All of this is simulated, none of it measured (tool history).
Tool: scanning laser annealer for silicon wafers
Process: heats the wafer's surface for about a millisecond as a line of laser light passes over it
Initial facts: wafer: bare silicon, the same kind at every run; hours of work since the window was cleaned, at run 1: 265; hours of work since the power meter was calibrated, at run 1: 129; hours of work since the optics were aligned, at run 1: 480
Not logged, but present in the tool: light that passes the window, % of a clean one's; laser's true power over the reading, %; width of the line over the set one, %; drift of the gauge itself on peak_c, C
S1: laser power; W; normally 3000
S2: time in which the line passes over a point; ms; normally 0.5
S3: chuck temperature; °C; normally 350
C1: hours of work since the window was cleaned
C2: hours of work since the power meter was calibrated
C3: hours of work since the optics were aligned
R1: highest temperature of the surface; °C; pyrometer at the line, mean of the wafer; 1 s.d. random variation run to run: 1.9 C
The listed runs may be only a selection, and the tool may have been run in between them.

run 1 hour=0 | S1=3000 S2=0.5 S3=350 | C1=265 C2=129 C3=480 | R1=1166
run 2 hour=11.3 | S1=3000 S2=0.5 S3=350 | C1=270 C2=135 C3=485 | R1=1167
run 3 hour=20.1 | S1=3000 S2=0.443 S3=350 | C1=274 C2=139 C3=489 | R1=1123
run 4 hour=29.8 | S1=3000 S2=0.443 S3=350 | C1=279 C2=143 C3=494 | R1=1126
run 5 hour=38.8 | S1=3000 S2=0.5 S3=346 | C1=283 C2=147 C3=498 | R1=1160
run 6 hour=44.4 | S1=3000 S2=0.5 S3=388 | C1=286 C2=150 C3=501 | R1=1202
run 7 hour=49.9 | S1=3000 S2=0.5 S3=388 | C1=288 C2=152 C3=503 | R1=1203
run 8 hour=55.9 | S1=3264 S2=0.5 S3=350 | C1=291 C2=155 C3=506 | R1=1251
run 9 hour=62 | S1=3000 S2=0.35 S3=350 | C1=294 C2=158 C3=509 | R1=1045
run 10 hour=70.5 | S1=3000 S2=0.35 S3=350 | C1=298 C2=162 C3=513 | R1=1046
run 11 hour=77.5 | S1=3000 S2=0.35 S3=350 | C1=301 C2=165 C3=516 | R1=1043
run 12 hour=82.6 | S1=2968 S2=0.35 S3=350 | C1=303 C2=168 C3=518 | R1=1034
run 13 hour=91.2 | S1=2968 S2=0.35 S3=350 | C1=307 C2=172 C3=522 | R1=1033
run 14 hour=102 | S1=2968 S2=0.35 S3=350 | C1=312 C2=177 C3=527 | R1=1036
run 15 hour=112.7 | S1=2821 S2=0.35 S3=350 | C1=317 C2=181 C3=532 | R1=996
run 16 hour=118.7 | S1=2626 S2=0.5 S3=350 | C1=320 C2=184 C3=535 | R1=1052
run 17 hour=128.8 | S1=2626 S2=0.5 S3=350 | C1=325 C2=189 C3=540 | R1=1054
run 18 hour=137.3 | S1=2626 S2=0.5 S3=359 | C1=329 C2=193 C3=544 | R1=1062
run 19 hour=147.4 | S1=3000 S2=0.504 S3=350 | C1=333 C2=198 C3=548 | R1=1167
run 20 hour=158.4 | S1=3000 S2=0.504 S3=350 | C1=338 C2=203 C3=554 | R1=1167
-- hour=164.1 optics aligned, line set to its width
run 21 hour=169.4 | S1=3000 S2=0.615 S3=341 | C1=341 C2=205 C3=2 | R1=1236
run 22 hour=178.7 | S1=3052 S2=0.563 S3=341 | C1=346 C2=210 C3=7 | R1=1214
run 23 hour=190.1 | S1=3026 S2=0.391 S3=325 | C1=351 C2=215 C3=12 | R1=1058
run 24 hour=197.6 | S1=3000 S2=0.541 S3=339 | C1=354 C2=218 C3=16 | R1=1178
-- hour=206.9 optics aligned, line set to its width, once more
run 25 hour=211.4 | S1=3145 S2=0.357 S3=349 | C1=358 C2=223 C3=2 | R1=1091
run 26 hour=216 | S1=3000 S2=0.568 S3=325 | C1=361 C2=225 C3=4 | R1=1194
run 27 hour=226.1 | S1=3000 S2=0.568 S3=369 | C1=365 C2=229 C3=9 | R1=1241
run 28 hour=232.4 | S1=2810 S2=0.517 S3=366 | C1=368 C2=232 C3=12 | R1=1141
run 29 hour=243.3 | S1=2609 S2=0.5 S3=380 | C1=373 C2=237 C3=17 | R1=1085
run 30 hour=248.7 | S1=2609 S2=0.5 S3=380 | C1=376 C2=240 C3=19 | R1=1083
run 31 hour=254.9 | S1=3222 S2=0.567 S3=331 | C1=378 C2=243 C3=22 | R1=1268
run 32 hour=260.4 | S1=3222 S2=0.567 S3=331 | C1=381 C2=245 C3=25 | R1=1271
run 33 hour=269.7 | S1=3226 S2=0.478 S3=354 | C1=385 C2=250 C3=29 | R1=1226
run 34 hour=274.9 | S1=3208 S2=0.429 S3=350 | C1=388 C2=252 C3=31 | R1=1170
run 35 hour=282.3 | S1=3168 S2=0.35 S3=316 | C1=391 C2=255 C3=35 | R1=1051
run 36 hour=292.1 | S1=3000 S2=0.5 S3=324 | C1=396 C2=260 C3=39 | R1=1141
run 37 hour=300.7 | S1=3000 S2=0.5 S3=324 | C1=400 C2=264 C3=43 | R1=1142
run 38 hour=309 | S1=2869 S2=0.363 S3=343 | C1=404 C2=268 C3=47 | R1=1018
run 39 hour=315.8 | S1=2869 S2=0.363 S3=343 | C1=407 C2=271 C3=50 | R1=1016

Some steps in R1, run to run, broken into two amounts with sign: the step expected even without the hidden condition (settings, incoming material, random variation), and the rest, left for the hidden condition together with whatever gauge scatter is not in both the measured and the hidden-condition-free result:
Run 8 -> 9: S1 3264 -> 3000, S2 0.5 -> 0.35. R1 -206 °C: hidden state +4, all else -210.
Run 20 -> 21: S2 0.504 -> 0.615, S3 350 -> 341, optics aligned, line set to its width. R1 +69 °C: hidden state -5, all else +74.
Run 22 -> 23: S1 3052 -> 3026, S2 0.563 -> 0.391, S3 341 -> 325. R1 -156 °C: hidden state +4, all else -160.
Run 24 -> 25: S1 3000 -> 3145, S2 0.541 -> 0.357, S3 339 -> 349, optics aligned, line set to its width, once more. R1 -87 °C: hidden state +12, all else -99.
Run 30 -> 31: S1 2609 -> 3222, S2 0.5 -> 0.567, S3 380 -> 331. R1 +185 °C: hidden state -5, all else +190.

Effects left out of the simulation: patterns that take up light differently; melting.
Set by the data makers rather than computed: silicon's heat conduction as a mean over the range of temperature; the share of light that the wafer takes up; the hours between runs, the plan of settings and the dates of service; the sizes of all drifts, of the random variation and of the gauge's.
